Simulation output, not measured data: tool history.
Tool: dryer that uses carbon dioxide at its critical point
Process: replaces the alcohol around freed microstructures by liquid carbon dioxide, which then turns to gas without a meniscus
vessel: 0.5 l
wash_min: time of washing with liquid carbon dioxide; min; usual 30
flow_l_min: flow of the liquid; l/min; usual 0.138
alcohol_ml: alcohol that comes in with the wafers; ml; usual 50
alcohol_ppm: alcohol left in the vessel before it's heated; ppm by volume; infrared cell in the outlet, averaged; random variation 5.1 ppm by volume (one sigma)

| run | hour | wash_min | flow_l_min | alcohol_ml | alcohol_ppm |
|---|---|---|---|---|---|
| 1 | 0.0 | 30 | 0.138 | 50 | 126 |
| 2 | 12.0 | 30 | 0.138 | 50 | 131 |
| 3 | 24.0 | 30 | 0.138 | 89 | 216 |
| 4 | 35.7 | 30 | 0.138 | 50 | 126 |
| 5 | 42.4 | 30 | 0.138 | 50 | 139 |
| 6 | 53.2 | 30 | 0.138 | 50 | 141 |
| 7 | 63.9 | 30 | 0.115 | 50 | 413 |
| 8 | 73.6 | 30 | 0.115 | 50 | 417 |
| 9 | 85.4 | 30 | 0.185 | 50 | 25 |
| 10 | 94.1 | 30 | 0.185 | 50 | 19 |
| 11 | 105.8 | 30 | 0.185 | 50 | 27 |
| 12 | 112.9 | 21 | 0.185 | 107 | 421 |
| 13 | 118.9 | 19 | 0.151 | 26 | 540 |
| 14 | 130.9 | 19 | 0.151 | 26 | 553 |
|  | 135.0 | inlet filter changed |
| 15 | 144.2 | 19 | 0.151 | 26 | 323 |
| 16 | 152.3 | 39 | 0.097 | 26 | 79 |
| 17 | 160.4 | 39 | 0.097 | 26 | 80 |
| 18 | 169.1 | 39 | 0.097 | 100 | 288 |
| 19 | 177.7 | 46 | 0.097 | 115 | 103 |
| 20 | 187.5 | 46 | 0.097 | 115 | 108 |
| 21 | 199.4 | 46 | 0.097 | 115 | 117 |

Forecast each of these 4 alternatives for the next run:
| A | 204.8 | 23 | 0.129 | 96 | ? |
| B | 204.8 | 46 | 0.086 | 82 | ? |
| C | 204.8 | 42 | 0.192 | 46 | ? |
| D | 204.8 | 46 | 0.134 | 42 | ? |

| run | alcohol_ppm |
|---|---|
| A | 1069 |
| B | 202 |
| C | 16 |
| D | 18 |
Without the tool's hidden state the same runs would have given:
| run | alcohol_ppm |
|---|---|
| A | 978 |
| B | 173 |
| C | 6 |
| D | 8 |

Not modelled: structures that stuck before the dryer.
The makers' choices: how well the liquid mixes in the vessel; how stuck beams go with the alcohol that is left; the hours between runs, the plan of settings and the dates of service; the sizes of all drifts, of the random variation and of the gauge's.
